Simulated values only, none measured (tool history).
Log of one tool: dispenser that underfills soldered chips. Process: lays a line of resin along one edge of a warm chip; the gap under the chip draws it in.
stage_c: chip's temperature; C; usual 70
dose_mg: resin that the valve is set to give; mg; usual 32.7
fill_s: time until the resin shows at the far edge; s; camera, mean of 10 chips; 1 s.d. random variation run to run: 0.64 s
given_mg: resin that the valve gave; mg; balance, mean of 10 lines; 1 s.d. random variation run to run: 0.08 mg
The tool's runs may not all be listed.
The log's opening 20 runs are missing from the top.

run	hour	stage_c	dose_mg	fill_s	given_mg
# hour 244.9: new syringe of resin
21	258.0	74	32.7	74.0	32.15
# hour 259.8: new syringe of resin
22	266.1	55	32.4	113.2	31.60
# hour 274.4: new syringe of resin
23	276.9	55	32.4	99.0	31.59
# hour 286.4: dispensing valve cleaned and set on the balance
24	286.4	55	32.4	130.3	32.32
# hour 290.4: new syringe of resin
25	302.0	55	32.4	133.7	32.07
# hour 305.5: new syringe of resin
26	309.2	58	42.3	88.1	41.91
# hour 320.3: new syringe of resin
27	325.3	78	30.4	47.4	29.98
# hour 335.0: new syringe of resin
28	335.0	59	32.7	76.9	32.12
# hour 350.1: new syringe of resin
29	350.3	59	32.7	77.4	32.07
30	358.6	79	35.2	50.3	34.26
# hour 362.1: dispensing valve cleaned and set on the balance
# hour 366.6: new syringe of resin
31	371.6	79	35.2	45.5	35.01
# hour 381.2: new syringe of resin
32	383.5	67	39.5	61.2	39.25
# hour 396.0: new syringe of resin
33	396.9	68	33.0	56.6	32.52

Predict each of these 3 candidate next runs independently; none follows another, all start after run 33:
A	407.4	68	28.3	?	?
B	407.4	60	39.4	?	?
C	407.4	72	32.7	?	?

run	fill_s	given_mg
A	84.7	27.85
B	108.5	38.80
C	72.1	32.30
Take away the tool's hidden state, keep each run's random variation, and the runs would have read:
run	fill_s	given_mg
A	62.3	28.29
B	80.4	39.42
C	53.1	32.82
